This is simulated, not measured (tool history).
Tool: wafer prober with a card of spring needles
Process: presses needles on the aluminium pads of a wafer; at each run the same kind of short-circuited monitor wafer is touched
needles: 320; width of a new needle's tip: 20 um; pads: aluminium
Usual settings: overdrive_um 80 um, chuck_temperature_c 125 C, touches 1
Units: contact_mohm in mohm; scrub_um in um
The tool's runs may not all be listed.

Run 1, hour 0: usual settings. Result: contact_mohm 243 mohm, scrub_um 11.253 um.
Run 2, hour 8.6: usual settings but touches 2. Result: contact_mohm 258 mohm, scrub_um 11.24 um.
At hour 13.1: tips cleaned on abrasive film.
Run 3, hour 14.3: usual settings but chuck_temperature_c 56 C. Result: contact_mohm 223 mohm, scrub_um 11.241 um.
Run 4, hour 22.5: usual settings but chuck_temperature_c 56 C. Result: contact_mohm 273 mohm, scrub_um 11.228 um.
At hour 28.2: tips cleaned on abrasive film.
Run 5, hour 31.7: usual settings but chuck_temperature_c 56 C. Result: contact_mohm 236 mohm, scrub_um 11.24 um.
Run 6, hour 40.8: usual settings but chuck_temperature_c 56 C. Result: contact_mohm 286 mohm, scrub_um 11.237 um.
At hour 43.3: tips cleaned on abrasive film.
Run 7, hour 46.8: usual settings but chuck_temperature_c 56 C. Result: contact_mohm 243 mohm, scrub_um 11.221 um.
Run 8, hour 53.1: usual settings but chuck_temperature_c 56 C. Result: contact_mohm 275 mohm, scrub_um 11.229 um.
Run 9, hour 57.6: usual settings but chuck_temperature_c 56 C. Result: contact_mohm 287 mohm, scrub_um 11.222 um.
At hour 58.7: tips cleaned on abrasive film.
Run 10, hour 62.9: usual settings but chuck_temperature_c 56 C. Result: contact_mohm 249 mohm, scrub_um 11.236 um.
Run 11, hour 69.9: usual settings. Result: contact_mohm 284 mohm, scrub_um 11.232 um.
At hour 74.4: tips cleaned on abrasive film.
Run 12, hour 77.9: usual settings. Result: contact_mohm 249 mohm, scrub_um 11.223 um.
Run 13, hour 86.9: usual settings. Result: contact_mohm 294 mohm, scrub_um 11.213 um.
At hour 90: tips cleaned on abrasive film.
Run 14, hour 96.2: usual settings but chuck_temperature_c 64 C. Result: contact_mohm 266 mohm, scrub_um 11.221 um.
Run 15, hour 101.7: usual settings but overdrive_um 68 um. Result: contact_mohm 314 mohm, scrub_um 9.529 um.
At hour 105.4: tips cleaned on abrasive film.
At hour 108.5: height of the first contact set anew.
Run 16, hour 110.8: usual settings but overdrive_um 68 um. Result: contact_mohm 284 mohm, scrub_um 9.582 um.
Run 17, hour 118.7: usual settings but overdrive_um 68 um. Result: contact_mohm 323 mohm, scrub_um 9.575 um.
At hour 120.7: tips cleaned on abrasive film.
Run 18, hour 124.9: usual settings but overdrive_um 68 um. Result: contact_mohm 271 mohm, scrub_um 9.574 um.
Run 19, hour 132.9: usual settings but overdrive_um 68 um. Result: contact_mohm 311 mohm, scrub_um 9.577 um.
At hour 135.6: tips cleaned on abrasive film.
Run 20, hour 139.5: usual settings but overdrive_um 68 um. Result: contact_mohm 273 mohm, scrub_um 9.563 um.
Run 21, hour 147.3: usual settings but overdrive_um 64 um. Result: contact_mohm 326 mohm, scrub_um 9.003 um.
At hour 150.8: tips cleaned on abrasive film.
Run 22, hour 154.7: usual settings but overdrive_um 64 um, chuck_temperature_c 117 C. Result: contact_mohm 277 mohm, scrub_um 8.998 um.
Run 23, hour 162.4: usual settings but touches 2. Result: contact_mohm 266 mohm, scrub_um 11.255 um.
At hour 166.2: tips cleaned on abrasive film.
Run 24, hour 167.8: usual settings but touches 2. Result: contact_mohm 232 mohm, scrub_um 11.239 um.
Run 25, hour 173.4: usual settings but touches 2. Result: contact_mohm 254 mohm, scrub_um 11.245 um.
Run 26, hour 180.6: usual settings but chuck_temperature_c 34 C. Result: contact_mohm 286 mohm, scrub_um 11.249 um.
At hour 181.4: tips cleaned on abrasive film.
Run 27, hour 190.6: usual settings but chuck_temperature_c 69 C. Result: contact_mohm 273 mohm, scrub_um 11.228 um.
At hour 196.4: tips cleaned on abrasive film.
Run 28, hour 197.5: usual settings but chuck_temperature_c 96 C. Result: contact_mohm 229 mohm, scrub_um 11.247 um.
Run 29, hour 205.6: usual settings but overdrive_um 81 um, chuck_temperature_c 69 C, touches 3. Result: contact_mohm 235 mohm, scrub_um 11.374 um.
Run 30, hour 210.4: usual settings but overdrive_um 81 um, chuck_temperature_c 69 C, touches 3. Result: contact_mohm 238 mohm, scrub_um 11.369 um.
At hour 211.7: tips cleaned on abrasive film.
Run 31, hour 220.1: usual settings but overdrive_um 81 um, chuck_temperature_c 69 C, touches 3. Result: contact_mohm 234 mohm, scrub_um 11.372 um.
Run 32, hour 225: usual settings. Result: contact_mohm 296 mohm, scrub_um 11.24 um.
At hour 227.2: tips cleaned on abrasive film.
Run 33, hour 231.7: usual settings but touches 2. Result: contact_mohm 248 mohm, scrub_um 11.222 um.

Forecast each of these 5 alternatives for the next run:
Run A, hour 239.5: usual settings but overdrive_um 99 um, touches 2. Result: contact_mohm ?, scrub_um ?.
Run B, hour 239.5: usual settings but overdrive_um 74 um, chuck_temperature_c 83 C, touches 2. Result: contact_mohm ?, scrub_um ?.
Run C, hour 239.5: usual settings but overdrive_um 76 um, chuck_temperature_c 71 C, touches 2. Result: contact_mohm ?, scrub_um ?.
Run D, hour 239.5: usual settings but overdrive_um 88 um, chuck_temperature_c 25 C. Result: contact_mohm ?, scrub_um ?.
Run E, hour 239.5: usual settings but overdrive_um 72 um, chuck_temperature_c 118 C. Result: contact_mohm ?, scrub_um ?.

run  contact_mohm  scrub_um
  A           244    13.897
  B           269    10.379
  C           264    10.666
  D           264    12.347
  E           310    10.097
Without the tool's hidden state the same runs would have given:
run  contact_mohm  scrub_um
  A           215    13.943
  B           215    10.425
  C           212    10.712
  D           193    12.393
  E           222    10.143
